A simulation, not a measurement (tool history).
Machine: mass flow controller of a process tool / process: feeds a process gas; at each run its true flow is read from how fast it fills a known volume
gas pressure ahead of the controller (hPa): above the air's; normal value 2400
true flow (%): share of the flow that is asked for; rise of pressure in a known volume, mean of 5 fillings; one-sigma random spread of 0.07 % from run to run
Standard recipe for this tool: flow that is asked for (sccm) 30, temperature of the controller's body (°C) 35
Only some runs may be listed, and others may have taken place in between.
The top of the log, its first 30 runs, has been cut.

run      day  flow that is asked for (sccm)  gas pressure ahead of the controller (hPa)  temperature of the controller's body (°C)  hours of work since the controller was set to zero  hours of work since the controller was changed  true flow (%)
 31  462.712                             12                                        1900                                         21                                                4604                                            4604          94.72
 32  474.988                             38                                        2400                                         35                                                4774                                            4774          99.20
 33  494.579                             38                                        1450                                         21                                                5046                                            5046         100.65
 34  512.667                             32                                        2240                                         24                                                5296                                            5296          99.49
     530.692  -- controller exchanged for a calibrated one
 35  532.742                             32                                        2240                                         24                                                  28                                              28          97.72
 36  550.304                             21                                        2400                                         35                                                 272                                             272          96.65
 37  571.275                             58                                        1420                                         23                                                 562                                             562          99.57
 38  590.317                             20                                        1840                                         23                                                 825                                             825          97.79
 39  603.400                             20                                        1470                                         26                                                1007                                            1007          97.79
 40  614.038                             11                                        1820                                         33                                                1154                                            1154          95.85
 41  624.250                             52                                        1720                                         22                                                1295                                            1295          99.40

Forecast each of these 4 alternatives for the next run:
  A  639.350                             15                                        1890                                         20                                                1504                                            1504              ?
  B  639.350                             90                                        1530                                         33                                                1504                                            1504              ?
  C  639.350                             30                                        1590                                         37                                                1504                                            1504              ?
  D  639.350                             78                                        2400                                         38                                                1504                                            1504              ?

run  true flow (%)
  A          97.11
  B         100.39
  C          97.85
  D          99.21
The same runs, with their run-to-run variation unchanged, on a tool lacking any hidden condition would have given:
run  true flow (%)
  A          97.79
  B          99.44
  C          97.55
  D          98.31
